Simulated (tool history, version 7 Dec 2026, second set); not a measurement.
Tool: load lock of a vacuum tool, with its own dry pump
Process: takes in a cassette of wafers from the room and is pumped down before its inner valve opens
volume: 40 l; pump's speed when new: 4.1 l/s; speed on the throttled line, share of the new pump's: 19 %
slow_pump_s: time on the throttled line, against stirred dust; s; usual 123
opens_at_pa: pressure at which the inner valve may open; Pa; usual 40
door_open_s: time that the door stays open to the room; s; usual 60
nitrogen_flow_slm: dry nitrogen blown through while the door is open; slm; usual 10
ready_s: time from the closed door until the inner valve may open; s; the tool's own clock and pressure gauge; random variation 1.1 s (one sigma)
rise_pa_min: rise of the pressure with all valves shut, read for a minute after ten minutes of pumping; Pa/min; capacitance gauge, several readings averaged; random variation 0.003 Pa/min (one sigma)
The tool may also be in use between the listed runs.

run,hour,slow_pump_s,opens_at_pa,door_open_s,nitrogen_flow_slm,"incoming humidity of the room's air, %",ready_s,rise_pa_min
1,0,123,40,60,10,45.1,177.3,0.092
2,308.5,123,40,60,10,44.9,176,0.094
3,538.6,123,40,60,10,44.7,179.6,0.098
4,779.7,123,40,60,10,45.8,178.8,0.1
5,1100.5,123,40,28,10,46.6,177.2,0.087
6,1409.6,123,40,28,10,44.2,177.6,0.089
7,1634.7,123,40,28,10,46.3,179.5,0.096
8,1825.3,123,40,60,10,45.1,180.8,0.108
9,2015.2,123,40,60,10,43.8,179.3,0.105
10,2180.6,123,40,60,10,41.9,179.4,0.107
11,2345,123,40,60,10,43.6,180.5,0.109
12,2623.5,123,40,60,10,46.5,180.8,0.117
13,2813,123,40,60,10,44.6,179.1,0.12
14,3137.9,123,40,60,10,43.3,182.6,0.115
15,3343.7,123,40,60,10,42.7,182.1,0.119
16,3585.3,86,40,60,10,43.8,151.8,0.129
17,3894.6,86,40,60,10,38.7,152.6,0.127
18,4043.5,86,40,60,10,47.3,154.7,0.134
19,4243.2,123,40,142,44,44.4,184.6,0.126
20,4533.5,123,46,67,12,48.1,182.9,0.133
21,4760.2,91,40,60,10,41.5,159,0.14
22,4908.3,91,30,31,10,41,162.9,0.124
23,5193.6,91,30,31,10,46.6,163.7,0.132
24,5428.3,138,41,59,9,45.5,195,0.148
25,5737.9,138,41,59,9,43.9,195.3,0.155
26,6017.1,77,69,37,33,47.3,142.5,0.142
27,6205.8,65,69,37,9,44.6,132.4,0.141
28,6448.4,65,69,37,9,47.9,135.7,0.151
29,6676.5,149,59,42,19,50,201.4,0.15
30,6963.5,130,40,169,10,46.3,191.2,0.191
31,7305.8,130,40,169,10,48.8,191.8,0.206
32,7479.2,92,40,144,9,46.2,160,0.195
33,7823.2,123,40,60,31,47.3,189.3,0.159
34,8119.5,75,40,60,4,44.1,152.3,0.179
35,8375.5,64,40,60,9,46.9,143.5,0.184
36,8541.9,96,40,60,10,44.5,168.7,0.177

3 ways to go on from here, each from the tool as it stands after run 36. What would each give?
A,8842,240,40,49,15,42.8,?,?
B,8842,123,33,48,15,45.9,?,?
C,8842,123,64,43,10,47.2,?,?

run,ready_s,rise_pa_min
A,280.9,0.173
B,191.6,0.182
C,183.5,0.177
Without the tool's hidden state the same runs would have given:
run,ready_s,rise_pa_min
A,273.3,0.022
B,178,0.027
C,171.5,0.025
